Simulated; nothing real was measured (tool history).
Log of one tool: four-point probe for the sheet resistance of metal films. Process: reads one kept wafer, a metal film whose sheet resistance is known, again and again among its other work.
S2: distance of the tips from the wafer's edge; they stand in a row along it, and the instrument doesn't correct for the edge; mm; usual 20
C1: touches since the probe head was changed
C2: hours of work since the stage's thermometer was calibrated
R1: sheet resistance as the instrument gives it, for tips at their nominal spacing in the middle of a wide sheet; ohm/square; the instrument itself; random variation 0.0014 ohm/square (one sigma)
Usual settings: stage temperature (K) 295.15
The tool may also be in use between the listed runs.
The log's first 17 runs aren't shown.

Run 18, hour 205.6: usual settings; C1 28556; C2 1105. Result: R1 6.787099 ohm/square.
Run 19, hour 222.2: usual settings; C1 29135; C2 1116. Result: R1 6.788405 ohm/square.
Run 20, hour 230.2: usual settings but stage temperature (K) 299.15; C1 29417; C2 1122. Result: R1 6.772375 ohm/square.
Run 21, hour 246.0: usual settings; C1 29971; C2 1133. Result: R1 6.786222 ohm/square.
At hour 247.4: stage's thermometer calibrated.
Run 22, hour 263.2: usual settings; C1 30556; C2 11. Result: R1 6.791251 ohm/square.
Run 23, hour 273.2: usual settings but stage temperature (K) 301.15, S2 16 mm; C1 30906; C2 18. Result: R1 6.768562 ohm/square.
Run 24, hour 291.5: usual settings but stage temperature (K) 305.15; C1 31548; C2 31. Result: R1 6.748140 ohm/square.
Run 25, hour 308.2: usual settings but stage temperature (K) 305.15; C1 32130; C2 43. Result: R1 6.747406 ohm/square.
Run 26, hour 322.7: usual settings but S2 32 mm; C1 32640; C2 53. Result: R1 6.786111 ohm/square.
At hour 329.0: stage's thermometer calibrated, once more.
Run 27, hour 339.2: usual settings but stage temperature (K) 305.15, S2 5 mm; C1 33201; C2 7. Result: R1 6.792561 ohm/square.
Run 28, hour 350.1: usual settings but stage temperature (K) 305.15, S2 5 mm; C1 33582; C2 15. Result: R1 6.792414 ohm/square.
Run 29, hour 367.0: usual settings but stage temperature (K) 305.15, S2 5 mm; C1 34172; C2 27. Result: R1 6.793003 ohm/square.
Run 30, hour 375.7: usual settings but stage temperature (K) 305.15, S2 5 mm; C1 34478; C2 33. Result: R1 6.793304 ohm/square.
Run 31, hour 386.9: usual settings but stage temperature (K) 305.15, S2 5 mm; C1 34869; C2 41. Result: R1 6.792772 ohm/square.
Run 32, hour 403.2: usual settings but stage temperature (K) 305.15, S2 5 mm; C1 35441; C2 52. Result: R1 6.793474 ohm/square.
Run 33, hour 418.1: usual settings but stage temperature (K) 301.15, S2 32 mm; C1 35964; C2 63. Result: R1 6.751806 ohm/square.
Run 34, hour 434.7: usual settings but stage temperature (K) 302.15, S2 4 mm; C1 36546; C2 74. Result: R1 6.834772 ohm/square.
Run 35, hour 449.4: usual settings but stage temperature (K) 294.15, S2 55 mm; C1 37059; C2 84. Result: R1 6.773131 ohm/square.
Run 36, hour 462.6: usual settings but stage temperature (K) 294.15, S2 55 mm; C1 37520; C2 94. Result: R1 6.774922 ohm/square.
Run 37, hour 477.6: usual settings but stage temperature (K) 294.15, S2 26 mm; C1 38048; C2 104. Result: R1 6.774265 ohm/square.
Run 38, hour 495.7: usual settings but stage temperature (K) 294.15, S2 26 mm; C1 38682; C2 117. Result: R1 6.776417 ohm/square.
Run 39, hour 509.6: usual settings but stage temperature (K) 294.15, S2 26 mm; C1 39168; C2 127. Result: R1 6.774183 ohm/square.
Run 40, hour 517.5: usual settings but S2 33 mm; C1 39446; C2 132. Result: R1 6.768995 ohm/square.
Run 41, hour 535.3: usual settings but S2 33 mm; C1 40070; C2 145. Result: R1 6.769800 ohm/square.
Run 42, hour 544.8: usual settings but stage temperature (K) 299.15, S2 68 mm; C1 40402; C2 151. Result: R1 6.751458 ohm/square.

Forecast each of these 5 alternatives for the next run:
Run A, hour 556.8: usual settings but stage temperature (K) 300.15, S2 68 mm; C1 40821; C2 160. Result: R1 ?.
Run B, hour 556.8: usual settings but stage temperature (K) 298.15, S2 7 mm; C1 40821; C2 160. Result: R1 ?.
Run C, hour 556.8: usual settings but stage temperature (K) 302.15, S2 68 mm; C1 40821; C2 160. Result: R1 ?.
Run D, hour 556.8: usual settings but stage temperature (K) 297.15, S2 4 mm; C1 40821; C2 160. Result: R1 ?.
Run E, hour 556.8: usual settings but stage temperature (K) 299.15, S2 26 mm; C1 40821; C2 160. Result: R1 ?.

run        R1
  A  6.749030
  B  6.786072
  C  6.742396
  D  6.851402
  E  6.754099
Without the tool's hidden state the same runs would have given:
run        R1
  A  6.792782
  B  6.830046
  C  6.786110
  D  6.895765
  E  6.797882

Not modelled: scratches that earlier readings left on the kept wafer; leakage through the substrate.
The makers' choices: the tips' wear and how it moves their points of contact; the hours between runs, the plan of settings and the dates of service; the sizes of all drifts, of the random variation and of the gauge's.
